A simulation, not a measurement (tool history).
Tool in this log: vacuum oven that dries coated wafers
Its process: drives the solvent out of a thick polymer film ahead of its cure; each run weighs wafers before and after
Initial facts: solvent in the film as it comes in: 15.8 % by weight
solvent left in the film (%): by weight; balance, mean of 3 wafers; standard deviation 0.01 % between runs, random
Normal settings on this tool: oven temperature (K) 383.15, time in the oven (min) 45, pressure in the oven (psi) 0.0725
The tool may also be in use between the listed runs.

run   hour  oven temperature (K)  time in the oven (min)  pressure in the oven (psi)  solvent left in the film (%)
  1      0                383.15                      45                      0.0725                          0.76
  2    7.4                383.15                      25                      0.0725                          2.39
  3     16                383.15                      45                      0.2833                          1.34
  4   26.1                383.15                      45                      0.2833                          1.33
  5   32.5                383.15                      45                      0.2833                          1.34
  6   46.8                383.15                      45                      0.2833                          1.34
  7   62.1                383.15                      45                      0.2833                          1.35
  8   72.6                383.15                      45                      0.0725                          0.74
  9     81                388.15                      45                      0.0725                          0.33
 10   92.5                388.15                      45                      0.0725                          0.34
 11  102.1                383.15                      45                      0.0722                          0.74
 12  117.2                383.15                      45                      0.0381                          0.65
 13  127.3                383.15                      45                      0.0725                          0.74
 14  141.6                376.15                      22                      0.2859                          5.53
 15  148.9                375.15                      69                      0.2074                           1.5
 16  164.3                370.15                      35                      0.0602                          4.74
     166.4  -- vacuum gauge cleaned of residue and calibrated
 17  180.7                380.15                      54                      0.0364                          0.69
 18  187.5                383.15                      42                      0.0725                          0.87
 19  193.9                383.15                      42                      0.0725                          0.86
 20  205.5                376.15                      40                      0.2567                          2.97
 21  219.6                372.15                      25                      0.2843                          6.25
 22  226.4                383.15                      68                      0.0725                          0.32
 23  233.6                370.15                      45                      0.0409                          3.52
     241.6  -- vacuum gauge cleaned of residue and calibrated, once more
 24  247.5                370.15                      79                      0.1881                          2.04
 25  262.1                370.15                      36                      0.1635                          4.91
 26  271.6                370.15                      36                      0.1635                          4.91

3 ways to go on from here, each from the tool as it stands after run 26. What would each give?
  A  279.7                370.15                      51                      0.0732                             ?
  B  279.7                392.15                      41                      0.1635                             ?
  C  279.7                385.15                      60                      0.0435                             ?

run  solvent left in the film (%)
  A                          3.07
  B                          0.41
  C                          0.21
With the hidden condition removed and each run's random variation left untouched, the same runs would have given:
run  solvent left in the film (%)
  A                          3.22
  B                          0.43
  C                          0.22
